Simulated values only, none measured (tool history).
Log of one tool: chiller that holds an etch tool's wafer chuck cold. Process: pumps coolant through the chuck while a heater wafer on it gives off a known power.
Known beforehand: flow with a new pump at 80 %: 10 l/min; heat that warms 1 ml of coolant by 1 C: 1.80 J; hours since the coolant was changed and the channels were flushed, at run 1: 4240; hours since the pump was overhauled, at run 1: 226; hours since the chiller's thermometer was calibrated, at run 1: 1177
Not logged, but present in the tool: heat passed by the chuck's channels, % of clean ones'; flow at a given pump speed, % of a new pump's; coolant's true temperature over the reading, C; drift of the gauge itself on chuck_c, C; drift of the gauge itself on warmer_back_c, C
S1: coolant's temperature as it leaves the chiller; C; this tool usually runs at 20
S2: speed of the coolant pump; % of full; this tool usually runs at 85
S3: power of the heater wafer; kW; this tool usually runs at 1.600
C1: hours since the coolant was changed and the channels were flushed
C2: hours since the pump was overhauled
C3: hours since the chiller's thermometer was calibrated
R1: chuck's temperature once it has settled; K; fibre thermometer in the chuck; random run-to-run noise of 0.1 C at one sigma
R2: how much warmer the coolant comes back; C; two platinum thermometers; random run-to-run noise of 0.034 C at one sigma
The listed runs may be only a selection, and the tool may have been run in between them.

{"run": 1, "hour": 0.0, "S1": 20, "S2": 85, "S3": 1.6, "C1": 4240, "C2": 226, "C3": 1177, "R1": 303.15, "R2": 4.96}
{"run": 2, "hour": 46.2, "S1": 20, "S2": 85, "S3": 1.6, "C1": 4286, "C2": 273, "C3": 1224, "R1": 303.15, "R2": 5.0}
{"run": 3, "hour": 90.7, "S1": 20, "S2": 85, "S3": 0.879, "C1": 4331, "C2": 317, "C3": 1268, "R1": 298.65, "R2": 2.75}
{"run": 4, "hour": 114.8, "S1": 20, "S2": 85, "S3": 0.879, "C1": 4355, "C2": 341, "C3": 1292, "R1": 298.55, "R2": 2.76}
{"run": 5, "hour": 169.8, "S1": 20, "S2": 85, "S3": 1.6, "C1": 4410, "C2": 396, "C3": 1347, "R1": 303.35, "R2": 5.03}
{"run": 6, "hour": 212.4, "S1": 20, "S2": 85, "S3": 1.6, "C1": 4452, "C2": 439, "C3": 1390, "R1": 303.15, "R2": 5.04}
{"run": 7, "hour": 264.8, "S1": 20, "S2": 85, "S3": 1.6, "C1": 4505, "C2": 491, "C3": 1442, "R1": 303.35, "R2": 5.05}
{"run": 8, "hour": 298.8, "S1": 20, "S2": 85, "S3": 1.6, "C1": 4539, "C2": 525, "C3": 1476, "R1": 303.15, "R2": 4.97}
{"run": 9, "hour": 352.7, "S1": 28, "S2": 85, "S3": 1.6, "C1": 4593, "C2": 579, "C3": 1530, "R1": 311.45, "R2": 5.0}
{"run": 10, "hour": 379.9, "S1": 28, "S2": 85, "S3": 1.6, "C1": 4620, "C2": 606, "C3": 1557, "R1": 311.05, "R2": 5.0}
{"run": 11, "hour": 411.5, "S1": 28, "S2": 85, "S3": 1.6, "C1": 4652, "C2": 638, "C3": 1589, "R1": 311.25, "R2": 4.95}
{"run": 12, "hour": 457.1, "S1": 25, "S2": 85, "S3": 1.6, "C1": 4697, "C2": 684, "C3": 1635, "R1": 308.35, "R2": 5.06}
{"run": 13, "hour": 491.7, "S1": 25, "S2": 85, "S3": 1.6, "C1": 4732, "C2": 718, "C3": 1669, "R1": 308.25, "R2": 4.98}
{"run": 14, "hour": 545.0, "S1": 11, "S2": 85, "S3": 1.6, "C1": 4785, "C2": 771, "C3": 1722, "R1": 294.45, "R2": 5.05}
{"run": 15, "hour": 583.5, "S1": 11, "S2": 85, "S3": 1.6, "C1": 4824, "C2": 810, "C3": 1761, "R1": 294.25, "R2": 5.02}
{"run": 16, "hour": 635.2, "S1": 11, "S2": 85, "S3": 1.6, "C1": 4875, "C2": 862, "C3": 1813, "R1": 294.45, "R2": 5.01}
{"run": 17, "hour": 664.7, "S1": 20, "S2": 65, "S3": 1.6, "C1": 4905, "C2": 891, "C3": 1842, "R1": 305.35, "R2": 6.68}
{"run": 18, "hour": 696.8, "S1": 20, "S2": 85, "S3": 2.175, "C1": 4937, "C2": 923, "C3": 1874, "R1": 306.85, "R2": 6.77}
{"run": 19, "hour": 752.0, "S1": 17, "S2": 85, "S3": 2.175, "C1": 4992, "C2": 978, "C3": 1929, "R1": 303.95, "R2": 6.85}
{"run": 20, "hour": 789.3, "S1": 17, "S2": 85, "S3": 2.175, "C1": 5029, "C2": 1016, "C3": 1967, "R1": 303.65, "R2": 6.81}
{"run": 21, "hour": 814.5, "S1": 17, "S2": 91, "S3": 2.123, "C1": 5055, "C2": 1041, "C3": 1992, "R1": 302.75, "R2": 6.17}
{"run": 22, "hour": 868.7, "S1": 17, "S2": 91, "S3": 2.123, "C1": 5109, "C2": 1095, "C3": 2046, "R1": 302.85, "R2": 6.12}
{"run": 23, "hour": 920.4, "S1": 17, "S2": 89, "S3": 1.002, "C1": 5160, "C2": 1147, "C3": 2098, "R1": 296.35, "R2": 3.01}
{"run": 24, "hour": 952.1, "S1": 17, "S2": 78, "S3": 0.992, "C1": 5192, "C2": 1179, "C3": 2130, "R1": 296.65, "R2": 3.43}
{"run": 25, "hour": 984.8, "S1": 18, "S2": 85, "S3": 1.97, "C1": 5225, "C2": 1211, "C3": 2162, "R1": 303.55, "R2": 6.13}
{"run": 26, "hour": 1027.5, "S1": 18, "S2": 89, "S3": 1.97, "C1": 5268, "C2": 1254, "C3": 2205, "R1": 303.15, "R2": 5.86}
{"run": 27, "hour": 1078.2, "S1": 18, "S2": 89, "S3": 1.97, "C1": 5318, "C2": 1305, "C3": 2256, "R1": 303.25, "R2": 5.85}
{"hour": 1108.8, "done": "chiller's thermometer calibrated"}
{"run": 28, "hour": 1112.3, "S1": 18, "S2": 89, "S3": 1.97, "C1": 5351, "C2": 1338, "C3": 4, "R1": 303.25, "R2": 5.87}
{"run": 29, "hour": 1154.4, "S1": 15, "S2": 64, "S3": 2.261, "C1": 5393, "C2": 1380, "C3": 46, "R1": 305.75, "R2": 9.6}
{"run": 30, "hour": 1181.2, "S1": 15, "S2": 64, "S3": 2.261, "C1": 5420, "C2": 1407, "C3": 72, "R1": 305.55, "R2": 9.6}
{"run": 31, "hour": 1221.8, "S1": 15, "S2": 64, "S3": 2.261, "C1": 5461, "C2": 1447, "C3": 113, "R1": 305.55, "R2": 9.68}
{"run": 32, "hour": 1266.0, "S1": 15, "S2": 64, "S3": 2.261, "C1": 5505, "C2": 1491, "C3": 157, "R1": 305.85, "R2": 9.48}
{"run": 33, "hour": 1301.4, "S1": 11, "S2": 70, "S3": 1.266, "C1": 5541, "C2": 1527, "C3": 193, "R1": 293.15, "R2": 4.85}

What if the next run were any one of these 3? Each begins from the tool's condition after run 33:
{"run": "A", "hour": 1325.3, "S1": 20, "S2": 85, "S3": 1.128, "C1": 5564, "C2": 1551, "C3": 217, "R1": "?", "R2": "?"}
{"run": "B", "hour": 1325.3, "S1": 11, "S2": 70, "S3": 1.066, "C1": 5564, "C2": 1551, "C3": 217, "R1": "?", "R2": "?"}
{"run": "C", "hour": 1325.3, "S1": 11, "S2": 71, "S3": 1.266, "C1": 5564, "C2": 1551, "C3": 217, "R1": "?", "R2": "?"}

run=A R1=300.15 R2=3.55
run=B R1=291.75 R2=4.11
run=C R1=293.05 R2=4.77
Had the tool no hidden state, the same runs would have come out as:
run=A R1=300.15 R2=3.55
run=B R1=291.75 R2=4.11
run=C R1=293.05 R2=4.77

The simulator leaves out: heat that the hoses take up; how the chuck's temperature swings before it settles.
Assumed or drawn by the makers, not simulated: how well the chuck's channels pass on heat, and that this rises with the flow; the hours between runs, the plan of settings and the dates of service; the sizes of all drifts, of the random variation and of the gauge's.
